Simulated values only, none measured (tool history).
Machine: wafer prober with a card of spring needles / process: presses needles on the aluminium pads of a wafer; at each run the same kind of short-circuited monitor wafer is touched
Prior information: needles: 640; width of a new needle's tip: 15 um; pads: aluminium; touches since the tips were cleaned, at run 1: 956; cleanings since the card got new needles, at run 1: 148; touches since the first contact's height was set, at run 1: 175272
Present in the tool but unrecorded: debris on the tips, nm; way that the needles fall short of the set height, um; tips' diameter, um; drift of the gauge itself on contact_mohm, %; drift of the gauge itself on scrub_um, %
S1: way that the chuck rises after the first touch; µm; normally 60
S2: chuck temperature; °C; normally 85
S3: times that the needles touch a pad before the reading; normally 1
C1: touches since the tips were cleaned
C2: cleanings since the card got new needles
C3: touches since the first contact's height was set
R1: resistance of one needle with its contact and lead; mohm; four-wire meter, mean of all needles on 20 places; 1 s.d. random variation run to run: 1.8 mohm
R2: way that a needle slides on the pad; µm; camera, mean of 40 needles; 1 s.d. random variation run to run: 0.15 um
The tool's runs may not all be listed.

run	hour	S1	S2	S3	C1	C2	C3	R1	R2
1	0.0	60	85	1	956	148	175272	196	11.88
# hour 3.0: tips cleaned on abrasive film
# hour 7.8: tips cleaned on abrasive film
# hour 12.5: tips cleaned on abrasive film
# hour 17.4: tips cleaned on abrasive film
2	19.9	60	71	1	1634	152	187790	199	11.80
# hour 21.9: tips cleaned on abrasive film
# hour 25.8: tips cleaned on abrasive film
3	29.2	60	71	1	2154	154	193601	204	11.74
# hour 30.2: tips cleaned on abrasive film
# hour 35.1: tips cleaned on abrasive film
# hour 39.0: tips cleaned on abrasive film
# hour 42.9: tips cleaned on abrasive film
# hour 46.8: tips cleaned on abrasive film
4	49.2	60	71	1	1585	159	206157	197	11.59
# hour 51.2: tips cleaned on abrasive film
# hour 56.1: tips cleaned on abrasive film
# hour 57.3: height of the first contact set anew
# hour 60.3: tips cleaned on abrasive film
# hour 64.2: tips cleaned on abrasive film
# hour 68.1: tips cleaned on abrasive film
5	70.9	60	85	1	1836	164	8540	206	10.71
# hour 72.0: tips cleaned on abrasive film
# hour 76.8: tips cleaned on abrasive film
# hour 80.7: tips cleaned on abrasive film
# hour 85.5: tips cleaned on abrasive film
6	85.9	60	85	1	259	168	17890	200	10.89
# hour 89.8: tips cleaned on abrasive film
# hour 93.7: tips cleaned on abrasive film
# hour 97.6: tips cleaned on abrasive film
7	97.6	60	85	1	0	171	25222	191	10.68
# hour 102.5: tips cleaned on abrasive film
# hour 107.3: tips cleaned on abrasive film
# hour 112.1: tips cleaned on abrasive film
8	115.6	60	85	1	2253	174	36546	214	10.74
# hour 116.6: tips cleaned on abrasive film
# hour 120.5: tips cleaned on abrasive film
# hour 124.4: tips cleaned on abrasive film
# hour 128.3: tips cleaned on abrasive film
# hour 132.2: tips cleaned on abrasive film
9	135.5	60	45	1	2104	179	49012	203	10.46
# hour 136.5: tips cleaned on abrasive film
# hour 140.6: height of the first contact set anew, once more
# hour 140.7: tips cleaned on abrasive film
# hour 144.6: tips cleaned on abrasive film
10	144.9	60	45	1	167	182	2606	182	13.46
# hour 148.8: tips cleaned on abrasive film
# hour 152.7: tips cleaned on abrasive film
# hour 157.5: tips cleaned on abrasive film
# hour 161.4: tips cleaned on abrasive film
# hour 166.2: tips cleaned on abrasive film
11	166.7	60	45	1	309	187	16262	184	13.35
# hour 170.6: tips cleaned on abrasive film
# hour 174.5: tips cleaned on abrasive film
# hour 178.4: tips cleaned on abrasive film
# hour 182.3: tips cleaned on abrasive film
# hour 186.2: tips cleaned on abrasive film
12	188.4	60	45	1	1405	192	29858	189	13.32
# hour 190.4: tips cleaned on abrasive film
# hour 194.3: tips cleaned on abrasive film
# hour 198.2: tips cleaned on abrasive film
13	201.9	60	60	1	2398	195	38353	196	13.00
# hour 203.0: tips cleaned on abrasive film
# hour 207.7: tips cleaned on abrasive film
# hour 211.6: tips cleaned on abrasive film
14	213.2	46	51	1	1025	198	45420	199	9.93
# hour 216.2: tips cleaned on abrasive film
# hour 220.1: tips cleaned on abrasive film
15	223.5	63	111	1	2216	200	51901	207	13.64
# hour 224.6: tips cleaned on abrasive film
# hour 228.5: tips cleaned on abrasive film
# hour 233.3: tips cleaned on abrasive film
16	235.7	63	111	1	1543	203	59538	205	13.33
# hour 237.7: tips cleaned on abrasive film
# hour 241.6: tips cleaned on abrasive film
# hour 245.5: tips cleaned on abrasive film
# hour 249.4: tips cleaned on abrasive film
# hour 253.3: tips cleaned on abrasive film
17	253.3	72	73	3	0	208	70529	182	15.56
# hour 258.2: tips cleaned on abrasive film
# hour 262.1: tips cleaned on abrasive film
# hour 266.0: tips cleaned on abrasive film
18	268.0	72	73	1	1301	211	79750	194	15.14
# hour 270.0: tips cleaned on abrasive film
# hour 273.9: tips cleaned on abrasive film
# hour 278.8: tips cleaned on abrasive film
# hour 283.6: tips cleaned on abrasive film
# hour 287.5: tips cleaned on abrasive film
19	289.9	72	73	1	1558	216	93501	194	15.63
# hour 291.9: tips cleaned on abrasive film
# hour 296.6: tips cleaned on abrasive film
# hour 301.4: tips cleaned on abrasive film
20	303.7	72	80	3	1482	219	102152	188	15.42
# hour 305.7: tips cleaned on abrasive film
# hour 309.6: tips cleaned on abrasive film
# hour 313.5: tips cleaned on abrasive film
21	316.7	72	80	3	2059	222	110306	191	14.94
# hour 317.8: tips cleaned on abrasive film
# hour 322.6: tips cleaned on abrasive film
# hour 327.4: tips cleaned on abrasive film
# hour 331.3: tips cleaned on abrasive film
# hour 335.2: tips cleaned on abrasive film
22	336.7	72	80	3	974	227	122824	185	15.01

Consider 5 possible next runs. They are alternatives, not a sequence: every one starts from the tool as it was left by run 22. What does each give?
# hour 339.7: tips cleaned on abrasive film
# hour 343.6: tips cleaned on abrasive film
# hour 347.5: tips cleaned on abrasive film
# hour 351.4: tips cleaned on abrasive film
# hour 355.3: tips cleaned on abrasive film
A	356.1	67	80	3	539	232	134943	?	?
# hour 339.7: tips cleaned on abrasive film
# hour 343.6: tips cleaned on abrasive film
# hour 347.5: tips cleaned on abrasive film
# hour 351.4: tips cleaned on abrasive film
# hour 355.3: tips cleaned on abrasive film
B	356.1	40	65	2	539	232	134943	?	?
# hour 339.7: tips cleaned on abrasive film
# hour 343.6: tips cleaned on abrasive film
# hour 347.5: tips cleaned on abrasive film
# hour 351.4: tips cleaned on abrasive film
# hour 355.3: tips cleaned on abrasive film
C	356.1	61	26	2	539	232	134943	?	?
# hour 339.7: tips cleaned on abrasive film
# hour 343.6: tips cleaned on abrasive film
# hour 347.5: tips cleaned on abrasive film
# hour 351.4: tips cleaned on abrasive film
# hour 355.3: tips cleaned on abrasive film
D	356.1	73	85	2	539	232	134943	?	?
# hour 339.7: tips cleaned on abrasive film
# hour 343.6: tips cleaned on abrasive film
# hour 347.5: tips cleaned on abrasive film
# hour 351.4: tips cleaned on abrasive film
# hour 355.3: tips cleaned on abrasive film
E	356.1	76	73	2	539	232	134943	?	?

run	R1	R2
A	194	13.70
B	214	7.96
C	181	12.71
D	190	15.04
E	185	15.83
With the hidden condition removed and each run's random variation left untouched, the same runs would have given:
run	R1	R2
A	184	14.78
B	190	9.05
C	169	13.81
D	180	16.12
E	176	16.92
